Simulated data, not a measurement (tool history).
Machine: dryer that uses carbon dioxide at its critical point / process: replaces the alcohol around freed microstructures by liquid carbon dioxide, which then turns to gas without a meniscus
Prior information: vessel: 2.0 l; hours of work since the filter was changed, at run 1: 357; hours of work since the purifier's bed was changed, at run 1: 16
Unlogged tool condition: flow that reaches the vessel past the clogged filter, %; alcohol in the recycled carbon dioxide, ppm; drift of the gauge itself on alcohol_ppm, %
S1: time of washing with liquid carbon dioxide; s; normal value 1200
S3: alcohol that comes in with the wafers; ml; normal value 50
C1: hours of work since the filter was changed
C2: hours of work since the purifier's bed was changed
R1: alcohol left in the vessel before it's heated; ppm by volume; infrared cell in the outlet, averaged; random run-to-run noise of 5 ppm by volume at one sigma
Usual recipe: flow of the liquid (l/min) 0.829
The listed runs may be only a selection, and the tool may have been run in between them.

{"run": 1, "hour": 0.0, "S1": 1200, "flow of the liquid (l/min)": 0.829, "S3": 50, "C1": 357, "C2": 16, "R1": 53}
{"run": 2, "hour": 23.6, "S1": 1200, "flow of the liquid (l/min)": 0.829, "S3": 27, "C1": 364, "C2": 24, "R1": 36}
{"run": 3, "hour": 46.4, "S1": 1200, "flow of the liquid (l/min)": 0.829, "S3": 27, "C1": 371, "C2": 31, "R1": 47}
{"run": 4, "hour": 61.0, "S1": 1200, "flow of the liquid (l/min)": 0.829, "S3": 27, "C1": 376, "C2": 35, "R1": 35}
{"run": 5, "hour": 73.6, "S1": 1200, "flow of the liquid (l/min)": 0.829, "S3": 27, "C1": 380, "C2": 39, "R1": 45}
{"run": 6, "hour": 92.2, "S1": 1200, "flow of the liquid (l/min)": 0.829, "S3": 26, "C1": 385, "C2": 45, "R1": 50}
{"run": 7, "hour": 116.5, "S1": 1200, "flow of the liquid (l/min)": 0.829, "S3": 26, "C1": 393, "C2": 53, "R1": 50}
{"run": 8, "hour": 143.5, "S1": 960, "flow of the liquid (l/min)": 0.829, "S3": 26, "C1": 401, "C2": 61, "R1": 111}
{"run": 9, "hour": 170.8, "S1": 1200, "flow of the liquid (l/min)": 0.829, "S3": 50, "C1": 410, "C2": 70, "R1": 69}
{"run": 10, "hour": 182.2, "S1": 1200, "flow of the liquid (l/min)": 0.829, "S3": 50, "C1": 414, "C2": 73, "R1": 73}
{"run": 11, "hour": 196.4, "S1": 1500, "flow of the liquid (l/min)": 0.829, "S3": 50, "C1": 418, "C2": 78, "R1": 37}
{"run": 12, "hour": 219.8, "S1": 1200, "flow of the liquid (l/min)": 1.363, "S3": 50, "C1": 425, "C2": 85, "R1": 23}
{"run": 13, "hour": 237.9, "S1": 1200, "flow of the liquid (l/min)": 1.363, "S3": 50, "C1": 431, "C2": 90, "R1": 34}
{"run": 14, "hour": 264.0, "S1": 1740, "flow of the liquid (l/min)": 0.829, "S3": 50, "C1": 439, "C2": 99, "R1": 34}
{"run": 15, "hour": 290.2, "S1": 1920, "flow of the liquid (l/min)": 0.829, "S3": 50, "C1": 447, "C2": 107, "R1": 31}
{"run": 16, "hour": 304.9, "S1": 1920, "flow of the liquid (l/min)": 0.829, "S3": 50, "C1": 452, "C2": 111, "R1": 28}
{"run": 17, "hour": 319.2, "S1": 1920, "flow of the liquid (l/min)": 0.829, "S3": 50, "C1": 456, "C2": 116, "R1": 27}
{"run": 18, "hour": 332.3, "S1": 1920, "flow of the liquid (l/min)": 0.829, "S3": 50, "C1": 460, "C2": 120, "R1": 38}
{"run": 19, "hour": 348.0, "S1": 1200, "flow of the liquid (l/min)": 0.829, "S3": 50, "C1": 465, "C2": 125, "R1": 85}
{"run": 20, "hour": 365.7, "S1": 1200, "flow of the liquid (l/min)": 0.829, "S3": 50, "C1": 471, "C2": 130, "R1": 87}
{"run": 21, "hour": 383.7, "S1": 1200, "flow of the liquid (l/min)": 0.829, "S3": 35, "C1": 476, "C2": 136, "R1": 72}
{"run": 22, "hour": 407.9, "S1": 780, "flow of the liquid (l/min)": 0.829, "S3": 50, "C1": 484, "C2": 144, "R1": 526}
{"run": 23, "hour": 419.3, "S1": 1200, "flow of the liquid (l/min)": 0.829, "S3": 24, "C1": 487, "C2": 147, "R1": 63}
{"run": 24, "hour": 437.9, "S1": 1200, "flow of the liquid (l/min)": 0.829, "S3": 24, "C1": 493, "C2": 153, "R1": 67}
{"run": 25, "hour": 465.0, "S1": 1620, "flow of the liquid (l/min)": 1.059, "S3": 32, "C1": 502, "C2": 161, "R1": 31}
{"run": 26, "hour": 492.1, "S1": 1200, "flow of the liquid (l/min)": 1.226, "S3": 36, "C1": 510, "C2": 170, "R1": 42}
{"run": 27, "hour": 516.7, "S1": 900, "flow of the liquid (l/min)": 0.677, "S3": 27, "C1": 518, "C2": 177, "R1": 388}
{"run": 28, "hour": 532.3, "S1": 900, "flow of the liquid (l/min)": 0.677, "S3": 89, "C1": 523, "C2": 182, "R1": 1178}
{"run": 29, "hour": 550.4, "S1": 1620, "flow of the liquid (l/min)": 0.52, "S3": 50, "C1": 528, "C2": 188, "R1": 223}
{"run": 30, "hour": 563.3, "S1": 1620, "flow of the liquid (l/min)": 1.103, "S3": 50, "C1": 532, "C2": 192, "R1": 39}
{"run": 31, "hour": 583.6, "S1": 1620, "flow of the liquid (l/min)": 1.103, "S3": 50, "C1": 539, "C2": 198, "R1": 44}
{"run": 32, "hour": 604.7, "S1": 1200, "flow of the liquid (l/min)": 0.829, "S3": 77, "C1": 545, "C2": 205, "R1": 146}
{"hour": 612.5, "done": "inlet filter changed"}
{"run": 33, "hour": 627.5, "S1": 1200, "flow of the liquid (l/min)": 0.829, "S3": 77, "C1": 5, "C2": 212, "R1": 85}
{"run": 34, "hour": 653.7, "S1": 780, "flow of the liquid (l/min)": 1.278, "S3": 42, "C1": 13, "C2": 220, "R1": 71}
{"run": 35, "hour": 674.4, "S1": 780, "flow of the liquid (l/min)": 1.278, "S3": 42, "C1": 19, "C2": 226, "R1": 62}
{"run": 36, "hour": 688.6, "S1": 780, "flow of the liquid (l/min)": 0.86, "S3": 42, "C1": 24, "C2": 231, "R1": 278}
{"run": 37, "hour": 702.3, "S1": 1440, "flow of the liquid (l/min)": 0.829, "S3": 111, "C1": 28, "C2": 235, "R1": 72}
{"run": 38, "hour": 727.1, "S1": 900, "flow of the liquid (l/min)": 0.829, "S3": 60, "C1": 36, "C2": 243, "R1": 267}
{"run": 39, "hour": 739.3, "S1": 1080, "flow of the liquid (l/min)": 1.196, "S3": 28, "C1": 40, "C2": 247, "R1": 58}
{"run": 40, "hour": 751.1, "S1": 1260, "flow of the liquid (l/min)": 0.829, "S3": 77, "C1": 43, "C2": 250, "R1": 94}
{"run": 41, "hour": 769.6, "S1": 1260, "flow of the liquid (l/min)": 0.829, "S3": 77, "C1": 49, "C2": 256, "R1": 91}
{"run": 42, "hour": 786.6, "S1": 1920, "flow of the liquid (l/min)": 0.611, "S3": 22, "C1": 54, "C2": 261, "R1": 60}
{"run": 43, "hour": 813.3, "S1": 840, "flow of the liquid (l/min)": 1.323, "S3": 51, "C1": 63, "C2": 270, "R1": 59}
{"run": 44, "hour": 840.2, "S1": 840, "flow of the liquid (l/min)": 1.323, "S3": 35, "C1": 71, "C2": 278, "R1": 64}
{"run": 45, "hour": 860.7, "S1": 1020, "flow of the liquid (l/min)": 0.829, "S3": 50, "C1": 77, "C2": 284, "R1": 155}
{"run": 46, "hour": 877.0, "S1": 1020, "flow of the liquid (l/min)": 0.547, "S3": 30, "C1": 83, "C2": 290, "R1": 456}
{"run": 47, "hour": 893.2, "S1": 1860, "flow of the liquid (l/min)": 0.873, "S3": 35, "C1": 88, "C2": 295, "R1": 61}

Measured minus without-hidden-state, run by run (identical run-to-run variation in each term; gauge scatter may differ):
run=1 R1=+23
run=2 R1=+16
run=3 R1=+19
run=4 R1=+20
run=5 R1=+20
run=6 R1=+22
run=7 R1=+23
run=8 R1=+47
run=9 R1=+38
run=10 R1=+40
run=11 R1=+23
run=12 R1=+18
run=13 R1=+19
run=14 R1=+23
run=15 R1=+22
run=16 R1=+24
run=17 R1=+25
run=18 R1=+26
run=19 R1=+53
run=20 R1=+55
run=21 R1=+48
run=22 R1=+210
run=23 R1=+44
run=24 R1=+45
run=25 R1=+31
run=26 R1=+36
run=27 R1=+166
run=28 R1=+454
run=29 R1=+123
run=30 R1=+39
run=31 R1=+42
run=32 R1=+95
run=33 R1=+45
run=34 R1=+45
run=35 R1=+45
run=36 R1=+57
run=37 R1=+48
run=38 R1=+63
run=39 R1=+50
run=40 R1=+54
run=41 R1=+54
run=42 R1=+54
run=43 R1=+57
run=44 R1=+58
run=45 R1=+67
run=46 R1=+90
run=47 R1=+58
